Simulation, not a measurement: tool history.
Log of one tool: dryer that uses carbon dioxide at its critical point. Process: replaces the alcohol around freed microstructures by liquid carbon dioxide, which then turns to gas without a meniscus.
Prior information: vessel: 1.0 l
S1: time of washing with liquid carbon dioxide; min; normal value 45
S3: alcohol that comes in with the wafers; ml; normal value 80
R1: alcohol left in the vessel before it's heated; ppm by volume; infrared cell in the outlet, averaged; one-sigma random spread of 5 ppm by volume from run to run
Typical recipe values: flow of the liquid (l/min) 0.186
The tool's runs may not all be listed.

Run 1, day 0.000: usual settings. Result: R1 181 ppm by volume.
Run 2, day 0.442: usual settings. Result: R1 179 ppm by volume.
Run 3, day 1.233: usual settings but S3 72 ml. Result: R1 192 ppm by volume.
Run 4, day 1.933: usual settings but S3 72 ml. Result: R1 202 ppm by volume.
Run 5, day 2.375: usual settings but S1 35 min. Result: R1 428 ppm by volume.
Run 6, day 3.179: usual settings but flow of the liquid (l/min) 0.312. Result: R1 157 ppm by volume.
Run 7, day 4.146: usual settings but S1 65 min. Result: R1 161 ppm by volume.
Run 8, day 4.854: usual settings but S1 65 min. Result: R1 165 ppm by volume.
Run 9, day 5.271: usual settings but S1 29 min, flow of the liquid (l/min) 0.140, S3 20 ml. Result: R1 811 ppm by volume.
Run 10, day 5.975: usual settings but S1 29 min, flow of the liquid (l/min) 0.140, S3 27 ml. Result: R1 1096 ppm by volume.
Run 11, day 6.683: usual settings but S1 29 min, flow of the liquid (l/min) 0.140, S3 27 ml. Result: R1 1070 ppm by volume.
Run 12, day 7.475: usual settings but S1 54 min, flow of the liquid (l/min) 0.148, S3 62 ml. Result: R1 251 ppm by volume.
Run 13, day 8.296: usual settings but S3 27 ml. Result: R1 203 ppm by volume.
Run 14, day 8.946: usual settings but flow of the liquid (l/min) 0.133, S3 29 ml. Result: R1 414 ppm by volume.

3 ways to go on from here, each from the tool as it stands after run 14. What would each give?
Run A, day 9.867: usual settings but S1 49 min, flow of the liquid (l/min) 0.133, S3 29 ml. Result: R1 ?.
Run B, day 9.867: usual settings but S1 64 min, flow of the liquid (l/min) 0.259, S3 90 ml. Result: R1 ?.
Run C, day 9.867: usual settings but S1 56 min, flow of the liquid (l/min) 0.113, S3 54 ml. Result: R1 ?.

run   R1
  A  325
  B  179
  C  532
Stripped of hidden state, with their random variation kept, the same runs would have yielded:
run   R1
  A   78
  B    4
  C  182
